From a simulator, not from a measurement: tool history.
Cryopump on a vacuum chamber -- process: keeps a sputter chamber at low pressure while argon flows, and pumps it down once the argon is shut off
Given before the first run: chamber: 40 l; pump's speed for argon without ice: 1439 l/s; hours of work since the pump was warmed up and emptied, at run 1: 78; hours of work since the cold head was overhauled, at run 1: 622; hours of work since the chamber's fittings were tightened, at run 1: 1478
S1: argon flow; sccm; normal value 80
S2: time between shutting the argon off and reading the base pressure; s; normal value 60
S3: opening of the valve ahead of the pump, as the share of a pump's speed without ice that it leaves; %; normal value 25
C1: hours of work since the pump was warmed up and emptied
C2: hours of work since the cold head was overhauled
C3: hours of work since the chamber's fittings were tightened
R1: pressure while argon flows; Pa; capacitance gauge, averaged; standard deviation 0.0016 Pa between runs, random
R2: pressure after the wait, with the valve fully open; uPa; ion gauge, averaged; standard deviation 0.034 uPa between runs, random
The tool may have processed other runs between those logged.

| run | day | S1 | S2 | S3 | C1 | C2 | C3 | R1 | R2 |
|---|---|---|---|---|---|---|---|---|---|
| 1 | 0.000 | 80 | 60 | 25 | 78 | 622 | 1478 | 0.3809 | 3.13 |
| 2 | 4.204 | 80 | 60 | 23 | 158 | 703 | 1558 | 0.4187 | 3.24 |
| 3 | 9.525 | 80 | 60 | 25 | 260 | 805 | 1661 | 0.3906 | 3.40 |
| 4 | 11.958 | 80 | 165 | 25 | 307 | 852 | 1707 | 0.3921 | 2.60 |
| 5 | 15.750 | 36 | 60 | 25 | 380 | 925 | 1780 | 0.1775 | 3.72 |
| 6 | 19.600 | 80 | 60 | 26 | 454 | 999 | 1854 | 0.3919 | 3.95 |
|  | 24.504 | pump warmed up, emptied and cooled again |
| 7 | 25.083 | 80 | 60 | 26 | 11 | 1100 | 1955 | 0.3604 | 3.45 |
| 8 | 28.517 | 80 | 277 | 25 | 77 | 1166 | 2021 | 0.3819 | 2.37 |
| 9 | 32.458 | 80 | 67 | 25 | 153 | 1242 | 2097 | 0.3864 | 3.53 |
| 10 | 35.992 | 80 | 67 | 25 | 221 | 1310 | 2165 | 0.3894 | 3.78 |
| 11 | 39.412 | 80 | 60 | 40 | 286 | 1375 | 2230 | 0.2523 | 4.17 |
| 12 | 42.988 | 80 | 60 | 40 | 355 | 1444 | 2299 | 0.2554 | 4.21 |
| 13 | 47.717 | 80 | 60 | 40 | 446 | 1535 | 2390 | 0.2633 | 4.51 |
| 14 | 51.421 | 80 | 60 | 40 | 517 | 1606 | 2461 | 0.2691 | 4.75 |
|  | 52.783 | pump warmed up, emptied and cooled again |
| 15 | 56.075 | 80 | 60 | 40 | 63 | 1691 | 2546 | 0.2405 | 4.14 |
| 16 | 58.575 | 80 | 60 | 15 | 111 | 1739 | 2594 | 0.6366 | 4.12 |
| 17 | 61.162 | 92 | 243 | 15 | 161 | 1789 | 2644 | 0.7298 | 3.07 |
| 18 | 66.088 | 46 | 67 | 17 | 255 | 1883 | 2739 | 0.3259 | 4.27 |
| 19 | 70.817 | 116 | 84 | 59 | 346 | 1974 | 2830 | 0.2607 | 4.22 |
| 20 | 75.004 | 84 | 81 | 25 | 427 | 2055 | 2910 | 0.4242 | 4.47 |
| 21 | 77.567 | 84 | 81 | 25 | 476 | 2104 | 2959 | 0.4252 | 4.56 |
| 22 | 80.117 | 108 | 122 | 25 | 525 | 2153 | 3008 | 0.5534 | 4.47 |
|  | 81.179 | pump warmed up, emptied and cooled again |
| 23 | 83.338 | 80 | 49 | 40 | 41 | 2211 | 3066 | 0.2414 | 4.80 |
|  | 84.825 | leaking fittings of the chamber tightened, without venting |
| 24 | 87.892 | 62 | 162 | 57 | 127 | 2297 | 59 | 0.1346 | 0.85 |
| 25 | 91.538 | 62 | 162 | 57 | 197 | 2367 | 129 | 0.1372 | 0.97 |
| 26 | 95.512 | 80 | 60 | 56 | 274 | 2443 | 205 | 0.1839 | 2.06 |
| 27 | 98.858 | 80 | 60 | 56 | 338 | 2507 | 270 | 0.1889 | 2.15 |
| 28 | 101.471 | 80 | 60 | 56 | 388 | 2557 | 320 | 0.1937 | 2.25 |
| 29 | 105.546 | 99 | 106 | 27 | 466 | 2636 | 398 | 0.4708 | 1.62 |
|  | 109.408 | pump warmed up, emptied and cooled again |
| 30 | 110.354 | 99 | 106 | 27 | 18 | 2724 | 486 | 0.4356 | 1.57 |
| 31 | 113.908 | 99 | 106 | 27 | 86 | 2792 | 554 | 0.4382 | 1.61 |
| 32 | 117.208 | 59 | 36 | 15 | 150 | 2856 | 618 | 0.4716 | 3.46 |

Take each entry between the runs: how does the hidden state at the last listed run before it differ from the hidden state at the first listed run after it?
Runs 6 to 7: pump warmed up, emptied and cooled again (day 24.504)
  pump's speed, % of a pump's without ice: 78.5 -> 99.2; cold plate's temperature, K: 12.59 -> 12.63; leak into the chamber, uPa l/s: 2507 -> 2621
  measured result minus the result with no hidden state, R1: +0.0274 -> +0.0020 Pa; R2: +2.09 -> +1.66 uPa
Runs 14 to 15: pump warmed up, emptied and cooled again (day 52.783)
  pump's speed, % of a pump's without ice: 74.8 -> 96; cold plate's temperature, K: 12.86 -> 12.89; leak into the chamber, uPa l/s: 3178 -> 3271
  measured result minus the result with no hidden state, R1: +0.0338 -> +0.0058 Pa; R2: +2.86 -> +2.27 uPa
Runs 22 to 23: pump warmed up, emptied and cooled again (day 81.179)
  pump's speed, % of a pump's without ice: 74.9 -> 97.4; cold plate's temperature, K: 13.1 -> 13.12; leak into the chamber, uPa l/s: 3793 -> 3862
  measured result minus the result with no hidden state, R1: +0.0462 -> +0.0048 Pa; R2: +3.45 -> +2.61 uPa
Runs 23 to 24: leaking fittings of the chamber tightened, without venting (day 84.825)
  pump's speed, % of a pump's without ice: 97.4 -> 93.6; cold plate's temperature, K: 13.12 -> 13.16; leak into the chamber, uPa l/s: 3862 -> 392
  measured result minus the result with no hidden state, R1: +0.0048 -> +0.0069 Pa; R2: +2.61 -> +0.09 uPa
Runs 29 to 30: pump warmed up, emptied and cooled again (day 109.408)
  pump's speed, % of a pump's without ice: 77.6 -> 98.6; cold plate's temperature, K: 13.32 -> 13.35; leak into the chamber, uPa l/s: 766 -> 865
  measured result minus the result with no hidden state, R1: +0.0378 -> +0.0049 Pa; R2: +0.50 -> +0.42 uPa

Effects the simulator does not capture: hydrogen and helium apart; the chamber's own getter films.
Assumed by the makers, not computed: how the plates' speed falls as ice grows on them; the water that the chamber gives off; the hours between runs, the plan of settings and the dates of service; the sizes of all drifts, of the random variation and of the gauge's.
